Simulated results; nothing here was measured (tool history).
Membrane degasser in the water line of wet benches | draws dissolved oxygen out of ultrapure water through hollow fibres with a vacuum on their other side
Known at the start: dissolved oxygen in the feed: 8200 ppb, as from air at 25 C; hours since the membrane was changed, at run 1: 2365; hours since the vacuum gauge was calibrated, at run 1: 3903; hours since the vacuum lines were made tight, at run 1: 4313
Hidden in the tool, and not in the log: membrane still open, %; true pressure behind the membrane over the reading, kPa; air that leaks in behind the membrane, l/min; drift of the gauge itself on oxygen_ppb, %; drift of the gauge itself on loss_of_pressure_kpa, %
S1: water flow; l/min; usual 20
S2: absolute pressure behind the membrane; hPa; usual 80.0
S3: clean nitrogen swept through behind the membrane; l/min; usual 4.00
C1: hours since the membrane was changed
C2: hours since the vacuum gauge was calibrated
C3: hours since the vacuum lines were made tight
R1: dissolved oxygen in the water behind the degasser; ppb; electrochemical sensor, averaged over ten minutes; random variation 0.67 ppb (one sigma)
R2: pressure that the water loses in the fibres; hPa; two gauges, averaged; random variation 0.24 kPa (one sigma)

run,hour,S1,S2,S3,C1,C2,C3,R1,R2
1,0.0,20,80.0,4.00,2365,3903,4313,60.1,608.7
2,50.2,20,80.0,4.00,2415,3953,4364,60.4,609.4
3,82.8,20,80.0,4.00,2447,3986,4396,59.1,605.2
4,117.1,20,80.0,4.00,2482,4020,4431,59.9,608.5
5,151.3,20,80.0,4.00,2516,4054,4465,60.5,607.5
6,185.3,20,190.7,4.00,2550,4088,4499,191.9,603.9
7,251.9,20,190.7,4.00,2616,4155,4565,189.4,605.4
8,287.8,20,80.0,4.00,2652,4191,4601,60.7,604.9
9,320.7,20,80.0,4.00,2685,4224,4634,59.9,604.4
10,388.4,31,80.0,4.00,2753,4291,4702,97.8,935.1
11,432.7,20,80.0,4.00,2797,4336,4746,59.3,601.5
12,468.7,20,80.0,4.00,2833,4372,4782,59.8,603.9
13,509.9,20,80.0,4.00,2875,4413,4823,60.0,602.8
14,582.4,20,80.0,4.00,2947,4486,4896,59.9,605.9
15,627.4,20,80.0,1.97,2992,4531,4941,116.1,599.3
16,678.1,20,80.0,1.97,3043,4581,4992,115.6,600.7
17,713.8,20,135.5,4.00,3078,4617,5027,125.5,597.8

Forecast run 18:
18,772.2,13,57.7,4.00,3137,4675,5086,?,?

Run 18 gave R1 20.5 ppb, R2 384.8 hPa.
Without the tool's hidden state the same run would have given R1 20.5 ppb, R2 390.5 hPa.

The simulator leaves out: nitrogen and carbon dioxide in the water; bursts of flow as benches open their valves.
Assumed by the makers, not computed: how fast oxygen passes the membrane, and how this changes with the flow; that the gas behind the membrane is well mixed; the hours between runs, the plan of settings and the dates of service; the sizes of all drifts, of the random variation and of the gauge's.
